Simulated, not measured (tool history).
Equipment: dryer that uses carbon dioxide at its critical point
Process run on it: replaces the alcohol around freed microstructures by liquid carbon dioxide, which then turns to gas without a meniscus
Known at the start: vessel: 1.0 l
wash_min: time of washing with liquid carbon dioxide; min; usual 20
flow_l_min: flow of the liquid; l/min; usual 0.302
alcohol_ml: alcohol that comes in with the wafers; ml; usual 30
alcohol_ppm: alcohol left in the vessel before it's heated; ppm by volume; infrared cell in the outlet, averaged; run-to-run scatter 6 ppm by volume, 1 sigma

run 1 day=0 | wash_min=20 flow_l_min=0.302 alcohol_ml=30 | alcohol_ppm=357
run 2 day=0.712 | wash_min=20 flow_l_min=0.302 alcohol_ml=30 | alcohol_ppm=353
run 3 day=1.85 | wash_min=20 flow_l_min=0.302 alcohol_ml=30 | alcohol_ppm=374
run 4 day=3.246 | wash_min=20 flow_l_min=0.302 alcohol_ml=30 | alcohol_ppm=383
run 5 day=4.388 | wash_min=20 flow_l_min=0.302 alcohol_ml=34 | alcohol_ppm=424
run 6 day=5.346 | wash_min=20 flow_l_min=0.302 alcohol_ml=34 | alcohol_ppm=432
run 7 day=6.671 | wash_min=20 flow_l_min=0.302 alcohol_ml=34 | alcohol_ppm=451
run 8 day=7.688 | wash_min=26 flow_l_min=0.302 alcohol_ml=30 | alcohol_ppm=214
run 9 day=8.95 | wash_min=20 flow_l_min=0.302 alcohol_ml=30 | alcohol_ppm=426
run 10 day=10.275 | wash_min=20 flow_l_min=0.234 alcohol_ml=30 | alcohol_ppm=975
run 11 day=11.208 | wash_min=20 flow_l_min=0.302 alcohol_ml=30 | alcohol_ppm=452
run 12 day=12.483 | wash_min=20 flow_l_min=0.302 alcohol_ml=30 | alcohol_ppm=443
run 13 day=13.442 | wash_min=20 flow_l_min=0.302 alcohol_ml=30 | alcohol_ppm=453
run 14 day=14.096 | wash_min=20 flow_l_min=0.302 alcohol_ml=30 | alcohol_ppm=470
run 15 day=15.329 | wash_min=20 flow_l_min=0.302 alcohol_ml=60 | alcohol_ppm=766
run 16 day=16.246 | wash_min=20 flow_l_min=0.291 alcohol_ml=60 | alcohol_ppm=876
run 17 day=17.454 | wash_min=20 flow_l_min=0.291 alcohol_ml=60 | alcohol_ppm=860
run 18 day=18.792 | wash_min=20 flow_l_min=0.302 alcohol_ml=30 | alcohol_ppm=499
run 19 day=20.175 | wash_min=20 flow_l_min=0.302 alcohol_ml=30 | alcohol_ppm=499
run 20 day=21.304 | wash_min=20 flow_l_min=0.302 alcohol_ml=30 | alcohol_ppm=501
run 21 day=22.538 | wash_min=14 flow_l_min=0.302 alcohol_ml=30 | alcohol_ppm=1415
run 22 day=23.896 | wash_min=14 flow_l_min=0.302 alcohol_ml=30 | alcohol_ppm=1437
run 23 day=25.142 | wash_min=14 flow_l_min=0.302 alcohol_ml=30 | alcohol_ppm=1445
run 24 day=25.796 | wash_min=13 flow_l_min=0.302 alcohol_ml=30 | alcohol_ppm=1758
run 25 day=26.725 | wash_min=15 flow_l_min=0.302 alcohol_ml=64 | alcohol_ppm=2303
run 26 day=27.521 | wash_min=28 flow_l_min=0.202 alcohol_ml=25 | alcohol_ppm=635
run 27 day=28.125 | wash_min=28 flow_l_min=0.202 alcohol_ml=25 | alcohol_ppm=663
run 28 day=29.438 | wash_min=28 flow_l_min=0.202 alcohol_ml=25 | alcohol_ppm=664
run 29 day=30.788 | wash_min=13 flow_l_min=0.302 alcohol_ml=68 | alcohol_ppm=3911
run 30 day=32.083 | wash_min=13 flow_l_min=0.309 alcohol_ml=39 | alcohol_ppm=2267
run 31 day=32.704 | wash_min=14 flow_l_min=0.314 alcohol_ml=116 | alcohol_ppm=4687
-- day=33.283 purifier's bed changed
run 32 day=33.512 | wash_min=16 flow_l_min=0.285 alcohol_ml=21 | alcohol_ppm=726
run 33 day=34.258 | wash_min=16 flow_l_min=0.285 alcohol_ml=21 | alcohol_ppm=744
run 34 day=35.371 | wash_min=16 flow_l_min=0.285 alcohol_ml=21 | alcohol_ppm=743
run 35 day=36.229 | wash_min=17 flow_l_min=0.361 alcohol_ml=21 | alcohol_ppm=239
run 36 day=37.1 | wash_min=17 flow_l_min=0.512 alcohol_ml=61 | alcohol_ppm=95
run 37 day=38.338 | wash_min=17 flow_l_min=0.512 alcohol_ml=61 | alcohol_ppm=121
run 38 day=39.683 | wash_min=26 flow_l_min=0.302 alcohol_ml=24 | alcohol_ppm=109
run 39 day=40.829 | wash_min=20 flow_l_min=0.302 alcohol_ml=39 | alcohol_ppm=524
-- day=41.033 inlet filter changed
run 40 day=41.892 | wash_min=20 flow_l_min=0.197 alcohol_ml=36 | alcohol_ppm=1582
run 41 day=42.979 | wash_min=20 flow_l_min=0.231 alcohol_ml=36 | alcohol_ppm=933
run 42 day=44.3 | wash_min=17 flow_l_min=0.282 alcohol_ml=36 | alcohol_ppm=790
run 43 day=45.008 | wash_min=17 flow_l_min=0.282 alcohol_ml=36 | alcohol_ppm=793
run 44 day=45.95 | wash_min=20 flow_l_min=0.302 alcohol_ml=27 | alcohol_ppm=267

Each row is a separate what-if for the run after 44, all from the same tool condition, not one after another. Results?
run A day=47.312 | wash_min=20 flow_l_min=0.293 alcohol_ml=27 | alcohol_ppm=?
run B day=47.312 | wash_min=20 flow_l_min=0.353 alcohol_ml=27 | alcohol_ppm=?
run C day=47.312 | wash_min=26 flow_l_min=0.34 alcohol_ml=65 | alcohol_ppm=?
run D day=47.312 | wash_min=13 flow_l_min=0.302 alcohol_ml=25 | alcohol_ppm=?
run E day=47.312 | wash_min=23 flow_l_min=0.511 alcohol_ml=81 | alcohol_ppm=?

run=A alcohol_ppm=293
run=B alcohol_ppm=156
run=C alcohol_ppm=112
run=D alcohol_ppm=1102
run=E alcohol_ppm=67
Had the tool no hidden state, the same runs would have come out as:
run=A alcohol_ppm=213
run=B alcohol_ppm=86
run=C alcohol_ppm=46
run=D alcohol_ppm=980
run=E alcohol_ppm=7
